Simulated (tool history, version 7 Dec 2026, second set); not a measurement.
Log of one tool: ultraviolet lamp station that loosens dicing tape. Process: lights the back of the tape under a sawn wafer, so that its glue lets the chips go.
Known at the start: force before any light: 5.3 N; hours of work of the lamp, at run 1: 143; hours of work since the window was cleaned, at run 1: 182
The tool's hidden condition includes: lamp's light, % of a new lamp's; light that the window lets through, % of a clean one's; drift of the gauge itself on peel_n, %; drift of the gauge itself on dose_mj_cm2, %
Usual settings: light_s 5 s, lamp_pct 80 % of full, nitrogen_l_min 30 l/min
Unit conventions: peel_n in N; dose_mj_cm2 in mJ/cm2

run   hour  light_s  lamp_pct  nitrogen_l_min  hours of work of the lamp  hours of work since the window was cleaned  peel_n  dose_mj_cm2
  1      0        5        80              30                        143                                         182   0.668          226
  2    4.5        5        80              30                        146                                         186   0.676          220
  3    9.7        5        84              30                        150                                         190   0.629          234
  4     18        3        80              30                        157                                         196   1.401          135
  5   23.7        3        80              30                        161                                         201   1.401          132
  6   32.1        3        80              30                        167                                         207   1.392          135
  7   37.1        3        81              30                        171                                         211   1.359          136
  8   43.6        3        81              30                        176                                         216   1.346          138
  9   47.5        3        81              30                        179                                         219   1.357          134
 10   51.6        3        81              30                        183                                         222   1.384          133
 11   55.8        3        81              30                        186                                         226   1.402          135
 12     64        3        81              30                        192                                         232   1.358          138
 13   69.1        7        81              30                        196                                         236   0.375          315
 14   73.7        7        81              30                        200                                         240   0.373          318
 15     82        5        89              30                        206                                         246   0.576          245
 16   87.8        5        89              30                        211                                         251   0.547          249
 17   92.7        5        89              30                        214                                         254    0.54          247
 18  101.6        9        69              19                        221                                         261   0.371          343
 19  109.2        9        69              19                        227                                         267   0.381          348
 20  114.3        9        69              19                        231                                         271   0.378          343
 21  121.3        3        92              26                        237                                         276   1.257          153
 22  130.1        5        80               9                        243                                         283   0.986          219
 23  134.5        5        80               9                        247                                         287   1.015          223
 24  143.1        9        94              12                        253                                         293   0.298          473
 25  150.7        9        94              12                        259                                         299   0.287          469
     153.9  -- window cleaned of glue's vapour
 26  157.8        5        76              58                        264                                           3   0.612          213
 27    164        4        89              30                        269                                           8   0.772          199
 28  172.4        4        89              30                        276                                          14   0.796          194
 29    178        4        89              30                        280                                          19   0.837          197
 30  185.3        5        81              24                        286                                          24   0.705          229
 31  189.1        5        84              22                        289                                          27   0.693          233
 32  195.2        5        81              11                        293                                          32   0.935          224
 33  204.1        7        60              11                        300                                          39   0.909          233

Below are 5 alternative next runs, each starting from the tool's condition after run 33. Predict each:
  A  208.2        9        80              30                        304                                          42       ?            ?
  B  208.2        4        80              30                        304                                          42       ?            ?
  C  208.2        5        80              11                        304                                          42       ?            ?
  D  208.2        3        92              30                        304                                          42       ?            ?
  E  208.2        5        60              11                        304                                          42       ?            ?

run  peel_n  dose_mj_cm2
  A   0.291          397
  B   0.937          177
  C   0.973          222
  D   1.193          152
  E   1.461          168
With the hidden condition removed and each run's random variation left untouched, the same runs would have given:
run  peel_n  dose_mj_cm2
  A   0.291          398
  B   0.935          177
  C   0.971          222
  D    1.19          152
  E   1.458          168

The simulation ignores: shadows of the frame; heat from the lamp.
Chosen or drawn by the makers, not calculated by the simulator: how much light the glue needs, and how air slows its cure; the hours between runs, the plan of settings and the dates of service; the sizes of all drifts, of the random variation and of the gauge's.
